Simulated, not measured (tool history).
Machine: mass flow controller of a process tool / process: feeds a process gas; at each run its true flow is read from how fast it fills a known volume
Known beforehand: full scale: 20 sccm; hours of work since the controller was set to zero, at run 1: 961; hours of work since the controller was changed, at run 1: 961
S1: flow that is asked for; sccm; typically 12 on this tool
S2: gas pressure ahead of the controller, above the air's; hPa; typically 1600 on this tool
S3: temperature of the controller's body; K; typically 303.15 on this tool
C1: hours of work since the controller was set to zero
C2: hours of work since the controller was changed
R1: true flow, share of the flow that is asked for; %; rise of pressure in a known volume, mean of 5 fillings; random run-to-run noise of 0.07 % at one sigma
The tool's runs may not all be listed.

Run 1, day 0.000: usual settings; C1 961; C2 961. Result: R1 99.26 %.
Run 2, day 2.304: usual settings but S1 17 sccm; C1 982; C2 982. Result: R1 100.02 %.
Run 3, day 4.383: usual settings but S1 17 sccm; C1 1002; C2 1002. Result: R1 100.13 %.
Run 4, day 5.762: usual settings but S1 17 sccm; C1 1015; C2 1015. Result: R1 100.10 %.
Run 5, day 9.008: usual settings but S1 17 sccm; C1 1045; C2 1045. Result: R1 100.10 %.
Run 6, day 11.096: usual settings; C1 1064; C2 1064. Result: R1 99.24 %.
Run 7, day 13.046: usual settings; C1 1083; C2 1083. Result: R1 99.25 %.
Run 8, day 15.388: usual settings; C1 1104; C2 1104. Result: R1 99.14 %.
Run 9, day 18.042: usual settings; C1 1129; C2 1129. Result: R1 99.24 %.
Run 10, day 21.117: usual settings; C1 1158; C2 1158. Result: R1 99.27 %.
Run 11, day 23.725: usual settings but S1 2 sccm; C1 1182; C2 1182. Result: R1 96.07 %.
Run 12, day 25.925: usual settings but S1 8 sccm; C1 1203; C2 1203. Result: R1 98.48 %.
Run 13, day 28.629: usual settings but S1 8 sccm; C1 1228; C2 1228. Result: R1 98.29 %.
Run 14, day 30.883: usual settings but S1 8 sccm, S2 1580 hPa; C1 1249; C2 1249. Result: R1 98.29 %.
Run 15, day 33.600: usual settings but S3 304.15 K; C1 1274; C2 1274. Result: R1 99.22 %.
Run 16, day 35.721: usual settings but S2 1970 hPa, S3 304.15 K; C1 1294; C2 1294. Result: R1 98.93 %.
Run 17, day 38.096: usual settings but S1 13 sccm, S2 1970 hPa, S3 304.15 K; C1 1316; C2 1316. Result: R1 99.29 %.
Run 18, day 39.958: usual settings but S1 3 sccm; C1 1334; C2 1334. Result: R1 96.79 %.
Run 19, day 41.312: usual settings but S1 3 sccm; C1 1346; C2 1346. Result: R1 96.62 %.
Run 20, day 43.046: usual settings but S1 3 sccm; C1 1362; C2 1362. Result: R1 96.74 %.
Run 21, day 45.458: usual settings but S1 3 sccm; C1 1385; C2 1385. Result: R1 96.82 %.
Run 22, day 48.579: usual settings; C1 1414; C2 1414. Result: R1 99.27 %.
Run 23, day 50.562: usual settings but S3 298.15 K; C1 1433; C2 1433. Result: R1 99.06 %.
Run 24, day 52.283: usual settings but S3 298.15 K; C1 1449; C2 1449. Result: R1 99.00 %.
Run 25, day 55.446: usual settings but S1 16 sccm, S3 302.15 K; C1 1478; C2 1478. Result: R1 100.07 %.
Run 26, day 58.525: usual settings but S1 6 sccm, S2 2450 hPa; C1 1507; C2 1507. Result: R1 97.29 %.
Run 27, day 61.683: usual settings but S1 11 sccm, S2 2450 hPa, S3 295.15 K; C1 1536; C2 1536. Result: R1 98.03 %.
Run 28, day 64.354: usual settings but S1 11 sccm, S2 2450 hPa, S3 295.15 K; C1 1561; C2 1561. Result: R1 98.07 %.
Run 29, day 66.229: usual settings but S1 11 sccm, S2 2450 hPa, S3 295.15 K; C1 1579; C2 1579. Result: R1 98.09 %.
Run 30, day 68.088: usual settings but S2 2190 hPa, S3 301.15 K; C1 1596; C2 1596. Result: R1 98.75 %.
Run 31, day 70.242: usual settings but S1 7 sccm, S2 1860 hPa, S3 312.15 K; C1 1616; C2 1616. Result: R1 98.34 %.
Run 32, day 72.796: usual settings but S1 6 sccm, S2 2660 hPa, S3 297.15 K; C1 1640; C2 1640. Result: R1 96.86 %.
Run 33, day 75.279: usual settings but S1 6 sccm, S2 2660 hPa, S3 297.15 K; C1 1663; C2 1663. Result: R1 96.82 %.
Run 34, day 78.242: usual settings but S3 300.15 K; C1 1691; C2 1691. Result: R1 99.16 %.
Run 35, day 79.692: usual settings but S2 2000 hPa, S3 295.15 K; C1 1704; C2 1704. Result: R1 98.61 %.
Run 36, day 82.800: usual settings but S3 306.15 K; C1 1733; C2 1733. Result: R1 99.37 %.
Run 37, day 84.608: usual settings but S3 306.15 K; C1 1750; C2 1750. Result: R1 99.39 %.
Run 38, day 87.479: usual settings but S2 1840 hPa; C1 1777; C2 1777. Result: R1 99.10 %.
Run 39, day 90.175: usual settings but S1 6 sccm, S2 2450 hPa; C1 1802; C2 1802. Result: R1 97.14 %.
Run 40, day 91.779: usual settings but S1 6 sccm, S2 2450 hPa; C1 1817; C2 1817. Result: R1 97.22 %.
Run 41, day 93.938: usual settings but S1 4 sccm, S2 1550 hPa; C1 1837; C2 1837. Result: R1 97.15 %.
Run 42, day 97.021: usual settings but S1 3 sccm, S2 1490 hPa, S3 295.15 K; C1 1866; C2 1866. Result: R1 96.12 %.
Run 43, day 99.242: usual settings but S2 2210 hPa; C1 1887; C2 1887. Result: R1 98.86 %.
Run 44, day 101.842: usual settings but S2 2210 hPa; C1 1911; C2 1911. Result: R1 98.88 %.
Run 45, day 103.267: usual settings but S1 11 sccm, S2 1880 hPa, S3 293.15 K; C1 1924; C2 1924. Result: R1 98.38 %.
Run 46, day 105.538: usual settings but S2 2620 hPa, S3 304.15 K; C1 1946; C2 1946. Result: R1 98.47 %.
Run 47, day 108.058: usual settings but S1 5 sccm, S3 296.15 K; C1 1969; C2 1969. Result: R1 97.12 %.
Run 48, day 111.125: usual settings but S1 5 sccm, S3 296.15 K; C1 1998; C2 1998. Result: R1 97.23 %.

Alternative continuations, all from the tool just after run 48; predict every row:
Run A, day 113.671: usual settings but S1 5 sccm, S2 1800 hPa, S3 296.15 K; C1 2021; C2 2021. Result: R1 ?.
Run B, day 113.671: usual settings but S1 5 sccm, S3 313.15 K; C1 2021; C2 2021. Result: R1 ?.
Run C, day 113.671: usual settings but S1 9 sccm, S2 1420 hPa, S3 298.15 K; C1 2021; C2 2021. Result: R1 ?.
Run D, day 113.671: usual settings but S1 10 sccm, S2 1900 hPa, S3 293.15 K; C1 2021; C2 2021. Result: R1 ?.
Run E, day 113.671: usual settings but S3 299.15 K; C1 2021; C2 2021. Result: R1 ?.

run     R1
  A  97.15
  B  97.95
  C  98.67
  D  98.24
  E  99.09
Stripped of hidden state, with their random variation kept, the same runs would have yielded:
run     R1
  A  97.79
  B  98.59
  C  98.75
  D  98.25
  E  99.00
